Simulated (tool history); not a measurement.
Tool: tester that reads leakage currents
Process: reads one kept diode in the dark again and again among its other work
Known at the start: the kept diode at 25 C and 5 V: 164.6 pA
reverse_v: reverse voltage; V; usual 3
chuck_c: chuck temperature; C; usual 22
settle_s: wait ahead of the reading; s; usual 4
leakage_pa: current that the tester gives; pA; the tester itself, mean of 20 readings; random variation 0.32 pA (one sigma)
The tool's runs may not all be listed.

run    hour  reverse_v  chuck_c  settle_s  leakage_pa
  1       0          3       22         4      112.43
  2    75.7          3       22         4      112.48
  3   138.9          3       22      0.84       113.2
      202.4  -- chuck's temperature calibrated
  4   202.4          3       22      0.84      107.53
  5   254.9          3       53         4     1001.03
  6   309.2          3       28         4      170.68
  7   367.8          3       28         4      172.31
  8     432          3       28         4         172
  9   504.6          3       28         4      172.13
 10   576.3          3       28         4      171.95
 11   610.5          3       28         4      172.42
 12   647.6          3       28      0.33      172.94
 13   711.4          3       28      0.33      173.29
 14   767.3          3       22         4      108.91
 15   815.6          3       22         4      108.24
 16   862.1          3       22         4      109.13
 17   919.9       5.64       22         4      143.77
 18   967.2       5.64       22         4      144.04
 19  1007.2       5.64       22         4      144.33
 20  1068.4          3       24         4       128.2
 21  1135.5       4.46       21      6.47      120.42
 22  1181.2       4.46       21      6.47      121.42
 23  1231.6          3       22      0.47      109.98
 24  1307.5       6.55       22         4      154.53
 25    1360       1.19       29      3.64      127.19
 26  1392.1        6.9       30      8.04      291.86
 27  1440.1        6.9       48      0.63     1037.04
 28  1501.7      13.93       22      3.79      218.13
     1552.5  -- probe card cleaned and baked
 29  1559.3      13.93       22      3.79      207.37
     1590.7  -- tester calibrated
 30  1592.2          3       22      3.91      107.32
 31  1656.3          3       26      0.31      148.01
 32  1718.5          3       48      2.05      719.32
 33  1785.6       3.49       33      0.58      268.08
 34  1827.9       8.52       22      0.59      168.99
 35  1886.2       8.52       21       0.7      155.67
 36  1923.5          3       57      0.92     1299.41
 37  1975.7          3       57      0.92     1298.82
 38  2042.7        9.2       33      3.18      405.62

4 ways to go on from here, each from the tool as it stands after run 38. What would each give?
  A  2080.4      16.64       33      4.38           ?
  B  2080.4       1.33       41      4.41           ?
  C  2080.4      18.73       33      3.18           ?
  D  2080.4       1.26       35         4           ?

run  leakage_pa
  A      519.24
  B       316.1
  C      549.77
  D      202.57
Without the tool's hidden state the same runs would have given:
run  leakage_pa
  A       500.5
  B      306.53
  C      529.73
  D      196.15
